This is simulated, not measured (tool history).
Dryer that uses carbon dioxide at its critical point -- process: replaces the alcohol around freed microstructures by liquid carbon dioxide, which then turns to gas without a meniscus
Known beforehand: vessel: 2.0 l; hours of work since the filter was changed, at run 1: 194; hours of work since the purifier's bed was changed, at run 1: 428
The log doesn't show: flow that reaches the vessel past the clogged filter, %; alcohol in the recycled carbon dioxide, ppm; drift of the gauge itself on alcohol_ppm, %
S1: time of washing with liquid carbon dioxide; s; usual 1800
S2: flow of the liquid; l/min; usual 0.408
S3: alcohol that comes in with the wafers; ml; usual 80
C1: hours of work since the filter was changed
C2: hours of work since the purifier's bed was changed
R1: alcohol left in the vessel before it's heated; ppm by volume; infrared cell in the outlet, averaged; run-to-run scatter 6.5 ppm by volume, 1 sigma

run   hour    S1     S2  S3   C1   C2    R1
  1    0.0  1800  0.408  80  194  428   485
  2   34.2  1800  0.408  80  212  446   493
  3   66.6  1800  0.469  80  229  463   370
  4   94.3  1800  0.469  80  244  478   359
  5  114.7  1800  0.340  80  255  489   929
  6  150.3  1800  0.408  80  274  508   556
  7  179.6  1860  0.361  80  289  523   740
  8  220.9  1860  0.361  80  311  545   737
  9  249.3  1140  0.361  50  326  560  1979
 10  274.3  2520  0.257  61  340  574   697
     293.9  -- purifier's bed changed
 11  315.5  1200  0.275  64  360   11  3834
 12  341.2  2640  0.577  49  374   25    18

Consider 4 possible next runs. They are alternatives, not a sequence: every one starts from the tool as it was left by run 12. What does each give?
  A  365.3  2640  0.379   70  386  38   ?
  B  365.3  1800  0.408   53  386  38   ?
  C  365.3  1800  0.394   80  386  38   ?
  D  365.3  2520  0.422  106  386  38   ?

run   R1
  A   91
  B  269
  C  472
  D   84
Without the tool's hidden state the same runs would have given:
run   R1
  A   51
  B  175
  C  326
  D   42

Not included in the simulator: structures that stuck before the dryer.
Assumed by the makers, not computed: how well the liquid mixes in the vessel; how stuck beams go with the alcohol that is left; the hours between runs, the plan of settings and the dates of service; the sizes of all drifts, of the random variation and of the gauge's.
